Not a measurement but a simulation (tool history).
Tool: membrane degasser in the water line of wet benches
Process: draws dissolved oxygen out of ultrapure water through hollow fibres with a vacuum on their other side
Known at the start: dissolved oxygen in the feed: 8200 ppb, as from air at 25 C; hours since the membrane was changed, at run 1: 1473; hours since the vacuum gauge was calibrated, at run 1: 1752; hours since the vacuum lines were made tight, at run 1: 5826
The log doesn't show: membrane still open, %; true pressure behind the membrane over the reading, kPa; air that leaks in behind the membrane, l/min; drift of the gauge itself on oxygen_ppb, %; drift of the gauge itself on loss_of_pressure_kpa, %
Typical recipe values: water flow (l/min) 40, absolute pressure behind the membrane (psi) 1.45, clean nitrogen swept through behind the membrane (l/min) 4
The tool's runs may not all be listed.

run	hour	water flow (l/min)	absolute pressure behind the membrane (psi)	clean nitrogen swept through behind the membrane (l/min)	hours since the membrane was changed	hours since the vacuum gauge was calibrated	hours since the vacuum lines were made tight	dissolved oxygen in the water behind the degasser (ppb)	pressure that the water loses in the fibres (psi)
1	0	40	1.45	4	1473	1752	5826	160.4	8.432
2	63.3	40	1.73	4	1537	1816	5889	203.6	8.343
3	137.7	40	1.73	4	1611	1890	5963	204.2	8.369
4	189.6	62	1.45	4	1663	1942	6015	244.4	12.998
5	277.7	40	1.45	4	1751	2030	6103	160.7	8.383
6	352.2	40	1.04	4	1826	2104	6178	96.8	8.351
7	391.6	40	1.17	4	1865	2144	6217	117.6	8.351
8	461.3	40	1.17	4	1935	2214	6287	117.5	8.43
9	500.4	40	1.78	4	1974	2253	6326	212.7	8.424
10	538.9	40	1.45	4	2012	2291	6364	161.2	8.414
11	624.7	40	1.45	4	2098	2377	6450	160.4	8.406
12	704.5	40	1.26	4	2178	2457	6530	131.1	8.444
13	764.4	40	1.45	4	2238	2517	6590	161.2	8.446
14	834.1	40	1.45	4	2307	2586	6660	160.7	8.398
15	919.1	40	1.45	4	2393	2671	6745	160.8	8.446
16	1012.3	40	1.45	4	2486	2765	6838	161	8.398
17	1050.9	53	1.87	4	2524	2803	6876	295.4	11.22
18	1125.8	39	3.1	4	2599	2878	6951	403.5	8.224
19	1204.2	39	3.1	4	2678	2956	7030	404	8.245
20	1294.5	34	1.28	4	2768	3047	7120	115	7.175
21	1372.6	29	3.42	9.18	2846	3125	7198	158.3	6.089
22	1421.8	64	1.46	6.89	2895	3174	7247	159.5	13.464
23	1479.7	64	1.46	6.89	2953	3232	7305	159.6	13.504
24	1527.9	38	0.96	5.07	3001	3280	7354	63.6	8.022
25	1599.9	38	0.96	5.07	3073	3352	7425	63.6	7.989
26	1677.4	28	0.96	5.07	3151	3430	7503	46.9	5.928
27	1736.8	50	1.97	6.62	3210	3489	7562	189.9	10.565
28	1813.1	50	1.97	6.62	3287	3565	7639	190.1	10.612
29	1872.7	35	2.45	6.51	3346	3625	7698	176.8	7.394
30	1919.7	40	0.9	1.94	3393	3672	7745	140.1	8.476
31	1988.1	40	0.9	1.94	3462	3740	7814	140.6	8.524

Alternative continuations, all from the tool just after run 31; predict every row:
A	2039.4	40	0.9	2.84	3513	3792	7865	?	?
B	2039.4	47	1	1.86	3513	3792	7865	?	?
C	2039.4	29	0.9	1.94	3513	3792	7865	?	?
D	2039.4	40	1.57	4	3513	3792	7865	?	?
E	2039.4	40	1.16	1.94	3513	3792	7865	?	?

run	dissolved oxygen in the water behind the degasser (ppb)	pressure that the water loses in the fibres (psi)
A	100.6	8.435
B	204.5	9.983
C	105.3	6.084
D	180.2	8.46
E	219.8	8.44
With no hidden state in the tool, these same runs would have given:
run	dissolved oxygen in the water behind the degasser (ppb)	pressure that the water loses in the fibres (psi)
A	98.2	8.29
B	200.7	9.812
C	102.9	5.98
D	178.2	8.314
E	216.6	8.293

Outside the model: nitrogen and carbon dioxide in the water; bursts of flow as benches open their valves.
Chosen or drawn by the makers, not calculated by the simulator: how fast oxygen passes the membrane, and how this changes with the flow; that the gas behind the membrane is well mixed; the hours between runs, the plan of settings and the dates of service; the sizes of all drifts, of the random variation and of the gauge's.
